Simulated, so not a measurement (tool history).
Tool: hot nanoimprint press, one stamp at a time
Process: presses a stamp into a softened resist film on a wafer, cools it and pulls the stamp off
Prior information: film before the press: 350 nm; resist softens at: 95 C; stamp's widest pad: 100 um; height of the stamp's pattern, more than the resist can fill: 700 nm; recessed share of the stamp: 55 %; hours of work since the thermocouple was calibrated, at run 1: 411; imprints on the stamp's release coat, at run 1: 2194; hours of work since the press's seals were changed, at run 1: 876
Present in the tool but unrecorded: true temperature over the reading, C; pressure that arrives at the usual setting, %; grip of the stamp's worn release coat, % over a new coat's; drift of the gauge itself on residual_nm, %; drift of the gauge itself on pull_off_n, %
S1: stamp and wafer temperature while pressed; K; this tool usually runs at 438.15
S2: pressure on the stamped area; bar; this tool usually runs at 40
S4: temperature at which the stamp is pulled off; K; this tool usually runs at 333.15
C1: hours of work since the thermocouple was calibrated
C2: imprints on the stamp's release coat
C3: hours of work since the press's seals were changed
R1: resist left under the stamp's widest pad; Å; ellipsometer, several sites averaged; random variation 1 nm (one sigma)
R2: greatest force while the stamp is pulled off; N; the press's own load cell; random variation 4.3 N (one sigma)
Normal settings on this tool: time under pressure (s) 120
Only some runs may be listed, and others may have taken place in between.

{"run": 1, "hour": 0.0, "S1": 438.15, "S2": 40, "time under pressure (s)": 120, "S4": 333.15, "C1": 411, "C2": 2194, "C3": 876, "R1": 1559, "R2": 355}
{"run": 2, "hour": 53.3, "S1": 438.15, "S2": 40, "time under pressure (s)": 79, "S4": 333.15, "C1": 448, "C2": 2416, "C3": 913, "R1": 1788, "R2": 368}
{"hour": 80.9, "done": "stamp cleaned and given a new release coat"}
{"run": 3, "hour": 130.4, "S1": 438.15, "S2": 40, "time under pressure (s)": 79, "S4": 319.15, "C1": 497, "C2": 206, "C3": 962, "R1": 1775, "R2": 268}
{"hour": 146.8, "done": "plate thermocouple calibrated"}
{"run": 4, "hour": 193.6, "S1": 438.15, "S2": 40, "time under pressure (s)": 120, "S4": 333.15, "C1": 32, "C2": 458, "C3": 1004, "R1": 1623, "R2": 233}
{"run": 5, "hour": 262.3, "S1": 438.15, "S2": 40, "time under pressure (s)": 120, "S4": 333.15, "C1": 80, "C2": 744, "C3": 1051, "R1": 1628, "R2": 245}
{"run": 6, "hour": 338.3, "S1": 438.15, "S2": 40, "time under pressure (s)": 120, "S4": 333.15, "C1": 133, "C2": 1062, "C3": 1104, "R1": 1610, "R2": 278}
{"run": 7, "hour": 415.1, "S1": 438.15, "S2": 40, "time under pressure (s)": 120, "S4": 333.15, "C1": 186, "C2": 1383, "C3": 1157, "R1": 1591, "R2": 300}
{"hour": 453.5, "done": "press's hydraulic seals changed and the load cell set to zero"}
{"run": 8, "hour": 486.2, "S1": 438.15, "S2": 40, "time under pressure (s)": 120, "S4": 333.15, "C1": 229, "C2": 1646, "C3": 23, "R1": 1526, "R2": 320}
{"run": 9, "hour": 553.8, "S1": 438.15, "S2": 40, "time under pressure (s)": 120, "S4": 333.15, "C1": 276, "C2": 1928, "C3": 69, "R1": 1515, "R2": 333}
{"run": 10, "hour": 608.1, "S1": 438.15, "S2": 40, "time under pressure (s)": 120, "S4": 333.15, "C1": 314, "C2": 2155, "C3": 107, "R1": 1513, "R2": 351}
{"run": 11, "hour": 666.8, "S1": 438.15, "S2": 40, "time under pressure (s)": 120, "S4": 333.15, "C1": 354, "C2": 2400, "C3": 148, "R1": 1505, "R2": 359}
{"hour": 698.6, "done": "stamp cleaned and given a new release coat"}
{"run": 12, "hour": 714.6, "S1": 429.15, "S2": 40, "time under pressure (s)": 120, "S4": 333.15, "C1": 383, "C2": 67, "C3": 177, "R1": 2196, "R2": 216}
{"run": 13, "hour": 751.0, "S1": 429.15, "S2": 40, "time under pressure (s)": 120, "S4": 333.15, "C1": 408, "C2": 219, "C3": 202, "R1": 2189, "R2": 215}
{"run": 14, "hour": 820.4, "S1": 429.15, "S2": 40, "time under pressure (s)": 120, "S4": 333.15, "C1": 457, "C2": 508, "C3": 250, "R1": 2187, "R2": 243}
{"run": 15, "hour": 878.4, "S1": 429.15, "S2": 40, "time under pressure (s)": 120, "S4": 333.15, "C1": 497, "C2": 751, "C3": 290, "R1": 2197, "R2": 246}
{"hour": 894.7, "done": "plate thermocouple calibrated"}
{"run": 16, "hour": 922.5, "S1": 429.15, "S2": 40, "time under pressure (s)": 228, "S4": 333.15, "C1": 19, "C2": 922, "C3": 318, "R1": 1956, "R2": 265}
{"run": 17, "hour": 988.8, "S1": 430.15, "S2": 44.7, "time under pressure (s)": 96, "S4": 335.15, "C1": 65, "C2": 1199, "C3": 364, "R1": 2324, "R2": 280}
{"run": 18, "hour": 1043.2, "S1": 432.15, "S2": 50, "time under pressure (s)": 204, "S4": 318.15, "C1": 103, "C2": 1426, "C3": 402, "R1": 1574, "R2": 386}
{"run": 19, "hour": 1101.9, "S1": 432.15, "S2": 55.4, "time under pressure (s)": 204, "S4": 339.15, "C1": 143, "C2": 1672, "C3": 443, "R1": 1460, "R2": 292}
{"run": 20, "hour": 1141.9, "S1": 432.15, "S2": 55.4, "time under pressure (s)": 204, "S4": 339.15, "C1": 171, "C2": 1838, "C3": 470, "R1": 1477, "R2": 308}
{"run": 21, "hour": 1206.4, "S1": 440.15, "S2": 55.4, "time under pressure (s)": 204, "S4": 339.15, "C1": 216, "C2": 2108, "C3": 515, "R1": 996, "R2": 320}
{"run": 22, "hour": 1262.7, "S1": 438.15, "S2": 34.7, "time under pressure (s)": 76, "S4": 333.15, "C1": 255, "C2": 2343, "C3": 554, "R1": 1964, "R2": 355}
{"hour": 1306.0, "done": "stamp cleaned and given a new release coat"}
{"run": 23, "hour": 1307.9, "S1": 438.15, "S2": 49.8, "time under pressure (s)": 120, "S4": 333.15, "C1": 282, "C2": 7, "C3": 581, "R1": 1410, "R2": 203}

Estimate the outcome of run 24 from the log above:
{"run": 24, "hour": 1376.4, "S1": 447.15, "S2": 49.8, "time under pressure (s)": 203, "S4": 340.15, "C1": 329, "C2": 294, "C3": 628, "R1": "?", "R2": "?"}

Run 24 came out at R1 755 Å, R2 202 N.
If the tool had no hidden condition, the same run with the same run-to-run variation would have returned R1 765 Å, R2 190 N.
